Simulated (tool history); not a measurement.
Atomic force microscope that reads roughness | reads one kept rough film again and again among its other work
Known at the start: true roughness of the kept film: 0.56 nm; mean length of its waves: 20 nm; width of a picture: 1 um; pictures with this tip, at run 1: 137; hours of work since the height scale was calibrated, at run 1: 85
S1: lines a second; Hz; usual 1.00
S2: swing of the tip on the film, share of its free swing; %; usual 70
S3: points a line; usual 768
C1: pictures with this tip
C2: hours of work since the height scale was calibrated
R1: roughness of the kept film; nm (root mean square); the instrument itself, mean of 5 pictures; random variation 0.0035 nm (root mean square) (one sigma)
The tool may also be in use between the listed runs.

{"run": 1, "day": 0.0, "S1": 1.0, "S2": 70, "S3": 768, "C1": 137, "C2": 85, "R1": 0.52}
{"run": 2, "day": 0.358, "S1": 1.0, "S2": 70, "S3": 768, "C1": 143, "C2": 89, "R1": 0.52}
{"run": 3, "day": 0.554, "S1": 1.0, "S2": 70, "S3": 768, "C1": 147, "C2": 91, "R1": 0.521}
{"run": 4, "day": 0.917, "S1": 1.0, "S2": 70, "S3": 768, "C1": 154, "C2": 95, "R1": 0.526}
{"run": 5, "day": 1.117, "S1": 1.0, "S2": 70, "S3": 768, "C1": 158, "C2": 97, "R1": 0.52}
{"run": 6, "day": 1.358, "S1": 3.43, "S2": 70, "S3": 768, "C1": 163, "C2": 100, "R1": 0.47}
{"run": 7, "day": 1.708, "S1": 3.43, "S2": 70, "S3": 768, "C1": 170, "C2": 104, "R1": 0.476}
{"run": 8, "day": 2.108, "S1": 3.43, "S2": 70, "S3": 768, "C1": 178, "C2": 108, "R1": 0.472}
{"run": 9, "day": 2.45, "S1": 0.8, "S2": 61, "S3": 768, "C1": 184, "C2": 112, "R1": 0.536}
{"run": 10, "day": 2.896, "S1": 0.8, "S2": 61, "S3": 768, "C1": 193, "C2": 116, "R1": 0.535}
{"run": 11, "day": 3.096, "S1": 1.0, "S2": 75, "S3": 768, "C1": 197, "C2": 118, "R1": 0.514}
{"run": 12, "day": 3.317, "S1": 1.0, "S2": 75, "S3": 768, "C1": 201, "C2": 121, "R1": 0.51}
{"run": 13, "day": 3.558, "S1": 1.0, "S2": 75, "S3": 768, "C1": 206, "C2": 123, "R1": 0.515}

Run 14 comes next. What will it give?
{"run": 14, "day": 3.925, "S1": 1.0, "S2": 75, "S3": 656, "C1": 213, "C2": 127, "R1": "?"}

R1: 0.519 nm (root mean square)
Without the tool's hidden state the same run would have given R1 0.520 nm (root mean square).

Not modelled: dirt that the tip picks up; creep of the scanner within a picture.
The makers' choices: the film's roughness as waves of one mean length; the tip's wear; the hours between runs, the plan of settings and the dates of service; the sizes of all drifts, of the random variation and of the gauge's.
